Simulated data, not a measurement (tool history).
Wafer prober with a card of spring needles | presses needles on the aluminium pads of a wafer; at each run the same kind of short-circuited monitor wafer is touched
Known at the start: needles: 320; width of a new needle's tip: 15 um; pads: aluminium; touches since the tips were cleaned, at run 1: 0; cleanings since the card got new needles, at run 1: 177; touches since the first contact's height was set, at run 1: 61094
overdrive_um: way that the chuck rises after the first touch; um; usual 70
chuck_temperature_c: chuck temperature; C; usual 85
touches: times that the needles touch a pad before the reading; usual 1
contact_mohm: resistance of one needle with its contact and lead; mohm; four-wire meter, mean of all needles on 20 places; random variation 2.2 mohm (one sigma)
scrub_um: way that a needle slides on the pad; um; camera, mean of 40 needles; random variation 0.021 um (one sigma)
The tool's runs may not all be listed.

| run | hour | overdrive_um | chuck_temperature_c | touches | touches since the tips were cleaned | cleanings since the card got new needles | touches since the first contact's height was set | contact_mohm | scrub_um |
|---|---|---|---|---|---|---|---|---|---|
| 1 | 0.0 | 70 | 85 | 1 | 0 | 177 | 61094 | 252 | 12.25 |
|  | 17.0 | tips cleaned on abrasive film |
|  | 33.9 | tips cleaned on abrasive film |
| 2 | 40.3 | 70 | 85 | 1 | 1792 | 179 | 72318 | 248 | 12.26 |
|  | 50.6 | tips cleaned on abrasive film |
|  | 64.2 | tips cleaned on abrasive film |
|  | 81.1 | tips cleaned on abrasive film |
|  | 98.1 | tips cleaned on abrasive film |
|  | 115.1 | tips cleaned on abrasive film |
| 3 | 127.5 | 70 | 85 | 1 | 3491 | 184 | 96560 | 254 | 12.28 |
|  | 131.0 | tips cleaned on abrasive film |
|  | 148.0 | tips cleaned on abrasive film |
|  | 164.9 | tips cleaned on abrasive film |
|  | 165.2 | height of the first contact set anew |
|  | 182.2 | tips cleaned on abrasive film |
|  | 199.2 | tips cleaned on abrasive film |
| 4 | 204.9 | 70 | 72 | 1 | 1592 | 189 | 11025 | 246 | 12.27 |
|  | 215.1 | tips cleaned on abrasive film |
|  | 228.7 | tips cleaned on abrasive film |
|  | 245.7 | tips cleaned on abrasive film |
|  | 259.2 | tips cleaned on abrasive film |
|  | 276.2 | tips cleaned on abrasive film |
| 5 | 289.3 | 70 | 86 | 1 | 3654 | 194 | 34487 | 252 | 12.26 |
|  | 292.7 | tips cleaned on abrasive film |
|  | 309.7 | tips cleaned on abrasive film |
|  | 326.7 | tips cleaned on abrasive film |
|  | 343.7 | tips cleaned on abrasive film |
| 6 | 355.4 | 70 | 86 | 1 | 3281 | 198 | 52861 | 249 | 12.31 |
|  | 358.9 | tips cleaned on abrasive film |
|  | 375.8 | tips cleaned on abrasive film |
|  | 392.8 | tips cleaned on abrasive film |
| 7 | 405.9 | 70 | 86 | 1 | 3653 | 201 | 66889 | 250 | 12.32 |
|  | 409.3 | tips cleaned on abrasive film |
|  | 422.9 | tips cleaned on abrasive film |
|  | 439.9 | tips cleaned on abrasive film |
|  | 456.9 | tips cleaned on abrasive film |
|  | 473.8 | tips cleaned on abrasive film |
|  | 490.8 | tips cleaned on abrasive film |
| 8 | 495.5 | 70 | 86 | 1 | 1332 | 207 | 91802 | 250 | 12.27 |
|  | 505.8 | tips cleaned on abrasive film |
|  | 522.7 | tips cleaned on abrasive film |
|  | 539.7 | tips cleaned on abrasive film |
|  | 550.1 | height of the first contact set anew |
|  | 556.2 | tips cleaned on abrasive film |
| 9 | 556.2 | 70 | 86 | 1 | 0 | 211 | 1670 | 249 | 12.31 |
|  | 573.2 | tips cleaned on abrasive film |
|  | 586.8 | tips cleaned on abrasive film |
|  | 603.7 | tips cleaned on abrasive film |
|  | 620.7 | tips cleaned on abrasive film |
|  | 637.7 | tips cleaned on abrasive film |
| 10 | 645.3 | 70 | 86 | 1 | 2126 | 216 | 26435 | 249 | 12.34 |
|  | 652.1 | tips cleaned on abrasive film |
|  | 669.1 | tips cleaned on abrasive film |
|  | 686.0 | tips cleaned on abrasive film |
|  | 699.6 | tips cleaned on abrasive film |
|  | 716.6 | tips cleaned on abrasive film |
| 11 | 723.3 | 70 | 86 | 1 | 1861 | 221 | 48104 | 253 | 12.38 |
|  | 733.5 | tips cleaned on abrasive film |
|  | 750.4 | tips cleaned on abrasive film |
|  | 767.4 | tips cleaned on abrasive film |
| 12 | 773.6 | 70 | 86 | 1 | 1726 | 224 | 62093 | 252 | 12.33 |
|  | 783.8 | tips cleaned on abrasive film |
|  | 797.4 | tips cleaned on abrasive film |
|  | 814.4 | tips cleaned on abrasive film |
|  | 831.3 | tips cleaned on abrasive film |
| 13 | 839.8 | 66 | 112 | 1 | 2356 | 228 | 80485 | 261 | 11.64 |
|  | 846.6 | tips cleaned on abrasive film |
|  | 863.6 | tips cleaned on abrasive film |
|  | 880.5 | tips cleaned on abrasive film |
|  | 897.5 | tips cleaned on abrasive film |
| 14 | 902.6 | 66 | 112 | 1 | 1416 | 232 | 97936 | 260 | 11.65 |
|  | 912.8 | tips cleaned on abrasive film |
|  | 929.8 | tips cleaned on abrasive film |
|  | 936.8 | height of the first contact set anew |
|  | 947.0 | tips cleaned on abrasive film |
| 15 | 951.2 | 70 | 87 | 1 | 1178 | 235 | 4008 | 251 | 12.41 |
|  | 961.5 | tips cleaned on abrasive film |
|  | 975.0 | tips cleaned on abrasive film |
|  | 992.0 | tips cleaned on abrasive film |
| 16 | 994.3 | 70 | 87 | 1 | 644 | 238 | 15971 | 253 | 12.38 |
|  | 1007.9 | tips cleaned on abrasive film |
|  | 1024.9 | tips cleaned on abrasive film |
| 17 | 1036.0 | 70 | 102 | 1 | 3117 | 240 | 27577 | 256 | 12.40 |
|  | 1039.5 | tips cleaned on abrasive film |
|  | 1056.5 | tips cleaned on abrasive film |
|  | 1073.4 | tips cleaned on abrasive film |
|  | 1087.0 | tips cleaned on abrasive film |
| 18 | 1099.5 | 68 | 102 | 1 | 3491 | 244 | 45218 | 258 | 12.07 |
|  | 1103.0 | tips cleaned on abrasive film |
|  | 1119.9 | tips cleaned on abrasive film |
|  | 1136.9 | tips cleaned on abrasive film |
|  | 1153.9 | tips cleaned on abrasive film |
|  | 1167.5 | tips cleaned on abrasive film |
|  | 1183.4 | tips cleaned on abrasive film |
| 19 | 1183.4 | 62 | 117 | 1 | 0 | 250 | 68498 | 260 | 11.05 |

Forecast run 20:
|  | 1200.3 | tips cleaned on abrasive film |
|  | 1217.3 | tips cleaned on abrasive film |
|  | 1234.3 | tips cleaned on abrasive film |
| 20 | 1244.3 | 62 | 117 | 1 | 2803 | 253 | 85451 | ? | ? |

contact_mohm: 261 mohm
scrub_um: 11.02 um
Without the tool's hidden state the same run would have given contact_mohm 261 mohm, scrub_um 10.86 um.
